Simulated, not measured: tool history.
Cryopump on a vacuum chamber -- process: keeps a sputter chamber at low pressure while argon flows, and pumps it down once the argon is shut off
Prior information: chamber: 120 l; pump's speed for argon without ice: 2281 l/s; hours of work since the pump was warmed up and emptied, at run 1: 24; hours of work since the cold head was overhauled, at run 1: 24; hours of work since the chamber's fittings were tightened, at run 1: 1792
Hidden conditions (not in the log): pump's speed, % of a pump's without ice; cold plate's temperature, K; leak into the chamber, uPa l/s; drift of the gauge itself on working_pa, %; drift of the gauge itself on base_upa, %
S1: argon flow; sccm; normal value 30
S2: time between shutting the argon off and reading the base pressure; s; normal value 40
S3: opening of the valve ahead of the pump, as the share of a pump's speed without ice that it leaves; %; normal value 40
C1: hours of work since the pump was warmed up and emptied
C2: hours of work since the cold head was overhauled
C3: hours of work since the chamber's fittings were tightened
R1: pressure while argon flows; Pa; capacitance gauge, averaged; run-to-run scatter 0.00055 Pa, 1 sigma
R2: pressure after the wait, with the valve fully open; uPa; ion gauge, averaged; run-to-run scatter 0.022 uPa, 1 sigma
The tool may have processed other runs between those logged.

run   hour  S1   S2  S3   C1   C2    C3      R1    R2
  1    0.0  30   40  40   24   24  1792  0.0568  1.59
  2   18.8  30   40  40   40   40  1808  0.0562  1.64
  3   39.9  30   40  40   59   59  1827  0.0570  1.63
  4   85.1  30   40  40   99   99  1867  0.0586  1.67
  5  111.8  30   40  40  122  122  1890  0.0592  1.78
  6  147.3  30   40  40  154  154  1921  0.0596  1.79
  7  184.1  30   40  40  186  186  1954  0.0604  1.90
  8  206.3  30   40  40  205  205  1973  0.0612  1.98
  9  240.3  30   77  40  235  235  2003  0.0613  1.72
 10  280.0  30   26  40  270  270  2038  0.0624  2.33
 11  301.0  30  270  30  289  289  2057  0.0822  1.76
 12  345.7  22  137  53  328  328  2096  0.0367  1.95
 13  375.1  22  137  53  354  354  2122  0.0379  2.02
     403.8  -- pump warmed up, emptied and cooled again
 14  423.4  59  167  41   17  392  2160  0.1081  1.49
 15  446.5  19   29  16   38  413  2180  0.0882  2.00
 16  464.8  14   88  59   54  429  2197  0.0183  1.62

What does the tool deliver on the next run?
 17  503.3  14  40  40  88  463  2231   ?   ?

Run 17 came out at R1 0.0268 Pa, R2 1.97 uPa.
The same run, on a tool lacking any hidden state, would have yielded R1 0.0258 Pa, R2 0.59 uPa.
